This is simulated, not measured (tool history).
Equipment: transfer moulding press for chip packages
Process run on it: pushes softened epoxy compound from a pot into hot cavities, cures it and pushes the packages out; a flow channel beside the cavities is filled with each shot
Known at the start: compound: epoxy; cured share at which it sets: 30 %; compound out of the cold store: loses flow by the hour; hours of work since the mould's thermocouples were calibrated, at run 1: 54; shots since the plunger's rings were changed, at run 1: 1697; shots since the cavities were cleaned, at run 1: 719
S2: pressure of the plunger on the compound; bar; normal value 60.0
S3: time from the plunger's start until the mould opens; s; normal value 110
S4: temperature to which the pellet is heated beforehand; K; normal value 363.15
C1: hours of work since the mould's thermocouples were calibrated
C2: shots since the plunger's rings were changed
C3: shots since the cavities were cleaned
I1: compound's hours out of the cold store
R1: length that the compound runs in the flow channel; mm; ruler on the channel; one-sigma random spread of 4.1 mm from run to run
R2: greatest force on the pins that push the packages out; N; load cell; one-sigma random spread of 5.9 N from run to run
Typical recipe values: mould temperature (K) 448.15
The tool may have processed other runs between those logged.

{"run": 1, "hour": 0.0, "mould temperature (K)": 448.15, "S2": 60.0, "S3": 110, "S4": 363.15, "C1": 54, "C2": 1697, "C3": 719, "I1": 30.3, "R1": 926, "R2": 325}
{"hour": 7.3, "done": "cavities cleaned with cleaning compound and waxed"}
{"run": 2, "hour": 14.3, "mould temperature (K)": 448.15, "S2": 60.0, "S3": 133, "S4": 363.15, "C1": 63, "C2": 1852, "C3": 84, "I1": 43.9, "R1": 879, "R2": 213}
{"run": 3, "hour": 30.1, "mould temperature (K)": 448.15, "S2": 60.0, "S3": 133, "S4": 363.15, "C1": 74, "C2": 2043, "C3": 275, "I1": 41.0, "R1": 883, "R2": 248}
{"run": 4, "hour": 47.2, "mould temperature (K)": 448.15, "S2": 60.0, "S3": 133, "S4": 363.15, "C1": 86, "C2": 2250, "C3": 482, "I1": 11.8, "R1": 979, "R2": 283}
{"run": 5, "hour": 58.8, "mould temperature (K)": 448.15, "S2": 60.0, "S3": 110, "S4": 363.15, "C1": 95, "C2": 2390, "C3": 622, "I1": 39.3, "R1": 887, "R2": 332}
{"hour": 73.5, "done": "cavities cleaned with cleaning compound and waxed"}
{"run": 6, "hour": 80.8, "mould temperature (K)": 448.15, "S2": 60.0, "S3": 110, "S4": 363.15, "C1": 109, "C2": 2639, "C3": 88, "I1": 16.3, "R1": 967, "R2": 233}
{"run": 7, "hour": 92.4, "mould temperature (K)": 448.15, "S2": 60.0, "S3": 110, "S4": 363.15, "C1": 117, "C2": 2779, "C3": 228, "I1": 37.3, "R1": 893, "R2": 263}
{"run": 8, "hour": 108.6, "mould temperature (K)": 448.15, "S2": 60.0, "S3": 110, "S4": 363.15, "C1": 129, "C2": 2976, "C3": 425, "I1": 43.0, "R1": 867, "R2": 294}
{"run": 9, "hour": 123.3, "mould temperature (K)": 448.15, "S2": 60.0, "S3": 110, "S4": 363.15, "C1": 139, "C2": 3153, "C3": 602, "I1": 28.6, "R1": 913, "R2": 306}
{"run": 10, "hour": 135.1, "mould temperature (K)": 448.15, "S2": 60.0, "S3": 110, "S4": 363.15, "C1": 148, "C2": 3296, "C3": 745, "I1": 32.4, "R1": 901, "R2": 335}
{"hour": 139.8, "done": "cavities cleaned with cleaning compound and waxed"}
{"run": 11, "hour": 151.2, "mould temperature (K)": 448.15, "S2": 60.0, "S3": 110, "S4": 363.15, "C1": 158, "C2": 3473, "C3": 138, "I1": 35.9, "R1": 886, "R2": 234}
{"run": 12, "hour": 161.3, "mould temperature (K)": 448.15, "S2": 60.0, "S3": 110, "S4": 370.15, "C1": 165, "C2": 3595, "C3": 260, "I1": 17.7, "R1": 944, "R2": 264}
{"run": 13, "hour": 179.7, "mould temperature (K)": 448.15, "S2": 60.0, "S3": 110, "S4": 372.15, "C1": 179, "C2": 3818, "C3": 483, "I1": 9.5, "R1": 972, "R2": 300}
{"run": 14, "hour": 200.4, "mould temperature (K)": 448.15, "S2": 60.0, "S3": 110, "S4": 372.15, "C1": 193, "C2": 4068, "C3": 733, "I1": 24.7, "R1": 917, "R2": 324}
{"hour": 206.3, "done": "cavities cleaned with cleaning compound and waxed"}
{"run": 15, "hour": 219.8, "mould temperature (K)": 449.15, "S2": 60.8, "S3": 130, "S4": 366.15, "C1": 206, "C2": 4285, "C3": 164, "I1": 30.4, "R1": 896, "R2": 236}
{"run": 16, "hour": 233.8, "mould temperature (K)": 448.15, "S2": 60.0, "S3": 110, "S4": 358.15, "C1": 216, "C2": 4454, "C3": 333, "I1": 42.1, "R1": 853, "R2": 279}
{"run": 17, "hour": 252.0, "mould temperature (K)": 450.15, "S2": 66.7, "S3": 106, "S4": 358.15, "C1": 229, "C2": 4675, "C3": 554, "I1": 27.1, "R1": 947, "R2": 305}
{"hour": 273.6, "done": "cavities cleaned with cleaning compound and waxed"}
{"run": 18, "hour": 274.7, "mould temperature (K)": 448.15, "S2": 73.4, "S3": 110, "S4": 360.15, "C1": 244, "C2": 4931, "C3": 13, "I1": 9.0, "R1": 1055, "R2": 219}
{"run": 19, "hour": 285.2, "mould temperature (K)": 448.15, "S2": 69.4, "S3": 110, "S4": 353.15, "C1": 252, "C2": 5058, "C3": 140, "I1": 45.7, "R1": 902, "R2": 244}
{"run": 20, "hour": 294.9, "mould temperature (K)": 442.15, "S2": 52.7, "S3": 110, "S4": 353.15, "C1": 258, "C2": 5176, "C3": 258, "I1": 18.6, "R1": 882, "R2": 333}
{"run": 21, "hour": 313.5, "mould temperature (K)": 455.15, "S2": 60.0, "S3": 110, "S4": 365.15, "C1": 272, "C2": 5400, "C3": 482, "I1": 34.5, "R1": 844, "R2": 303}
{"run": 22, "hour": 328.1, "mould temperature (K)": 455.15, "S2": 60.0, "S3": 110, "S4": 365.15, "C1": 282, "C2": 5578, "C3": 660, "I1": 16.6, "R1": 898, "R2": 306}
{"hour": 340.3, "done": "cavities cleaned with cleaning compound and waxed"}
{"run": 23, "hour": 348.0, "mould temperature (K)": 448.15, "S2": 60.0, "S3": 120, "S4": 370.15, "C1": 295, "C2": 5800, "C3": 94, "I1": 10.9, "R1": 935, "R2": 229}
{"run": 24, "hour": 362.7, "mould temperature (K)": 445.15, "S2": 60.0, "S3": 110, "S4": 363.15, "C1": 306, "C2": 5978, "C3": 272, "I1": 17.5, "R1": 924, "R2": 309}
{"run": 25, "hour": 381.7, "mould temperature (K)": 452.15, "S2": 57.4, "S3": 110, "S4": 363.15, "C1": 319, "C2": 6207, "C3": 501, "I1": 8.1, "R1": 911, "R2": 300}
{"run": 26, "hour": 396.5, "mould temperature (K)": 452.15, "S2": 57.4, "S3": 91, "S4": 367.15, "C1": 330, "C2": 6387, "C3": 681, "I1": 29.4, "R1": 847, "R2": 351}
{"hour": 407.5, "done": "cavities cleaned with cleaning compound and waxed"}
{"run": 27, "hour": 413.1, "mould temperature (K)": 447.15, "S2": 57.4, "S3": 91, "S4": 369.15, "C1": 341, "C2": 6570, "C3": 68, "I1": 11.7, "R1": 906, "R2": 293}

Branching from run 27: 4 alternative next runs. What would each branch give?
{"run": "A", "hour": 427.4, "mould temperature (K)": 448.15, "S2": 60.0, "S3": 103, "S4": 363.15, "C1": 351, "C2": 6743, "C3": 241, "I1": 9.9, "R1": "?", "R2": "?"}
{"run": "B", "hour": 427.4, "mould temperature (K)": 447.15, "S2": 69.1, "S3": 91, "S4": 354.15, "C1": 351, "C2": 6743, "C3": 241, "I1": 23.8, "R1": "?", "R2": "?"}
{"run": "C", "hour": 427.4, "mould temperature (K)": 449.15, "S2": 59.4, "S3": 91, "S4": 369.15, "C1": 351, "C2": 6743, "C3": 241, "I1": 11.3, "R1": "?", "R2": "?"}
{"run": "D", "hour": 427.4, "mould temperature (K)": 448.15, "S2": 67.3, "S3": 110, "S4": 359.15, "C1": 351, "C2": 6743, "C3": 241, "I1": 36.1, "R1": "?", "R2": "?"}

run=A R1=930 R2=288
run=B R1=949 R2=338
run=C R1=916 R2=308
run=D R1=895 R2=268
With the hidden condition removed and each run's random variation left untouched, the same runs would have given:
run=A R1=1020 R2=237
run=B R1=1041 R2=286
run=C R1=1004 R2=257
run=D R1=982 R2=219
